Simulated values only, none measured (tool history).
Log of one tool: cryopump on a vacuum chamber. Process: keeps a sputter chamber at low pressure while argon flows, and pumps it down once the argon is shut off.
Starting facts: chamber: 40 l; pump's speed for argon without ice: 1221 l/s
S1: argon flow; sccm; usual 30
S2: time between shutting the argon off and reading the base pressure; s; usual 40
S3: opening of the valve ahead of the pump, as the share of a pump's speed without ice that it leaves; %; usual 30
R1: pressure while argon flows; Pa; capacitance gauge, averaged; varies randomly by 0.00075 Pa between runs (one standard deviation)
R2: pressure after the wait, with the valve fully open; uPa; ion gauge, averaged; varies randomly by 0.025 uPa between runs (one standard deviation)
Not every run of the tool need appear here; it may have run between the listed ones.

| run | hour | S1 | S2 | S3 | R1 | R2 |
|---|---|---|---|---|---|---|
| 1 | 0 | 30 | 40 | 30 | 0.1496 | 1.25 |
| 2 | 100.9 | 30 | 40 | 19 | 0.2309 | 1.38 |
| 3 | 222.7 | 30 | 40 | 19 | 0.2353 | 1.45 |
|  | 294.5 | pump warmed up, emptied and cooled again |
| 4 | 346.6 | 30 | 40 | 30 | 0.1399 | 1.27 |
| 5 | 467.4 | 30 | 40 | 30 | 0.1416 | 1.36 |
| 6 | 579.1 | 30 | 40 | 30 | 0.1451 | 1.37 |
| 7 | 653.4 | 30 | 40 | 30 | 0.1463 | 1.37 |
| 8 | 773.5 | 30 | 40 | 23 | 0.1909 | 1.39 |
| 9 | 886.9 | 30 | 40 | 23 | 0.1938 | 1.53 |
| 10 | 948 | 30 | 40 | 30 | 0.1532 | 1.51 |
| 11 | 1041 | 30 | 40 | 40 | 0.122 | 1.62 |
|  | 1074.6 | pump warmed up, emptied and cooled again |
| 12 | 1158.8 | 30 | 40 | 30 | 0.1405 | 1.4 |
| 13 | 1227.1 | 30 | 40 | 48 | 0.0899 | 1.38 |
| 14 | 1352.4 | 30 | 40 | 48 | 0.0922 | 1.44 |
| 15 | 1419.6 | 30 | 40 | 53 | 0.0859 | 1.52 |
|  | 1485.5 | leaking fittings of the chamber tightened, without venting |
| 16 | 1541.6 | 30 | 40 | 53 | 0.0886 | 1.09 |
| 17 | 1640.3 | 30 | 230 | 53 | 0.092 | 0.48 |
| 18 | 1733.1 | 30 | 230 | 53 | 0.0937 | 0.49 |
| 19 | 1796.8 | 30 | 230 | 53 | 0.0949 | 0.54 |
|  | 1858.5 | pump warmed up, emptied and cooled again |
| 20 | 1877.2 | 41 | 133 | 30 | 0.1918 | 0.55 |
| 21 | 1993.6 | 20 | 40 | 30 | 0.0944 | 1.04 |
| 22 | 2111.6 | 25 | 32 | 16 | 0.2208 | 1.25 |
| 23 | 2188.7 | 50 | 22 | 39 | 0.192 | 1.74 |
| 24 | 2247.1 | 30 | 31 | 60 | 0.079 | 1.36 |
| 25 | 2337.7 | 36 | 157 | 23 | 0.2299 | 0.62 |
| 26 | 2426.4 | 23 | 273 | 28 | 0.1234 | 0.59 |
| 27 | 2545.4 | 14 | 91 | 30 | 0.0724 | 0.84 |
|  | 2647.7 | pump warmed up, emptied and cooled again |
| 28 | 2649.3 | 40 | 38 | 57 | 0.0986 | 1.2 |
| 29 | 2728.2 | 40 | 38 | 57 | 0.101 | 1.18 |
| 30 | 2784.8 | 13 | 29 | 21 | 0.0876 | 1.47 |
| 31 | 2887.2 | 13 | 29 | 21 | 0.088 | 1.48 |

How would selected steps in R1 from run to run divide? Give the signed amount a tool lacking its hidden state would still show from settings, what came in and random variation, and the signed amount left for the hidden state, including any gauge scatter that is not in both of the compared results.
Hidden state at play: pump's speed, % of a pump's without ice; cold plate's temperature, K; leak into the chamber, uPa l/s; drift of the gauge itself on working_pa, %; drift of the gauge itself on base_upa, %.
Run 3 -> 4: S3 19 -> 30, pump warmed up, emptied and cooled again. R1 -0.0954 Pa: hidden state -0.0153, all else -0.0801.
Run 11 -> 12: S3 40 -> 30, pump warmed up, emptied and cooled again. R1 +0.0185 Pa: hidden state -0.0156, all else +0.0341.
Run 19 -> 20: S1 30 -> 41, S2 230 -> 133, S3 53 -> 30, pump warmed up, emptied and cooled again. R1 +0.0969 Pa: hidden state -0.015, all else +0.1119.
Run 21 -> 22: S1 20 -> 25, S2 40 -> 32, S3 30 -> 16. R1 +0.1264 Pa: hidden state +0.0025, all else +0.1239.
Run 23 -> 24: S1 50 -> 30, S2 22 -> 31, S3 39 -> 60. R1 -0.113 Pa: hidden state -0.0038, all else -0.1092.
Run 24 -> 25: S1 30 -> 36, S2 31 -> 157, S3 60 -> 23. R1 +0.1509 Pa: hidden state +0.0046, all else +0.1463.

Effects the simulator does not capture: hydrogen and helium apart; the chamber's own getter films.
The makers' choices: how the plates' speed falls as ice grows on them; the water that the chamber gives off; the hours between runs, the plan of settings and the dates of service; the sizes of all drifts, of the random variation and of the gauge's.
